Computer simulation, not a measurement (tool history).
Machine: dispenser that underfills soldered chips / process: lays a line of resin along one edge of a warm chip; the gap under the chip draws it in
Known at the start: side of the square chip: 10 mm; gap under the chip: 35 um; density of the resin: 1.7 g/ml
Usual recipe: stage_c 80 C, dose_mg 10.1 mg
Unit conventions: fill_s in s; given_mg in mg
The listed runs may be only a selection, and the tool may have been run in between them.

run 1 hour=0 | stage_c=80 dose_mg=10.1 | fill_s=135.4 given_mg=10.11
-- hour=5.8 new syringe of resin
run 2 hour=7 | stage_c=80 dose_mg=10.1 | fill_s=82.4 given_mg=10.07
run 3 hour=11.7 | stage_c=80 dose_mg=10.1 | fill_s=101.9 given_mg=9.94
run 4 hour=19.1 | stage_c=80 dose_mg=10.1 | fill_s=146.1 given_mg=9.95
-- hour=22.8 new syringe of resin
run 5 hour=25 | stage_c=80 dose_mg=10.1 | fill_s=86.8 given_mg=9.87
run 6 hour=34.1 | stage_c=80 dose_mg=10.1 | fill_s=135 given_mg=9.98
-- hour=39.8 new syringe of resin
run 7 hour=43.7 | stage_c=80 dose_mg=11 | fill_s=94.2 given_mg=10.82
run 8 hour=50.5 | stage_c=80 dose_mg=10.6 | fill_s=129.5 given_mg=10.35
-- hour=56.7 new syringe of resin
run 9 hour=59 | stage_c=71 dose_mg=10.9 | fill_s=137.7 given_mg=10.5
run 10 hour=63.4 | stage_c=66 dose_mg=9.8 | fill_s=230.6 given_mg=9.52

4 ways to go on from here, each from the tool as it stands after run 10. What would each give?
run A hour=71.6 | stage_c=91 dose_mg=12.9 | fill_s=? given_mg=?
run B hour=71.6 | stage_c=65 dose_mg=10.9 | fill_s=? given_mg=?
run C hour=71.6 | stage_c=75 dose_mg=10.1 | fill_s=? given_mg=?
run D hour=71.6 | stage_c=92 dose_mg=11.3 | fill_s=? given_mg=?

run=A fill_s=92.8 given_mg=12.47
run=B fill_s=354.1 given_mg=10.47
run=C fill_s=204.1 given_mg=9.84
run=D fill_s=90.4 given_mg=10.96
Had the tool no hidden state, the same runs would have come out as:
run=A fill_s=44.6 given_mg=12.92
run=B fill_s=170.3 given_mg=10.84
run=C fill_s=98.1 given_mg=10.18
run=D fill_s=43.6 given_mg=11.35
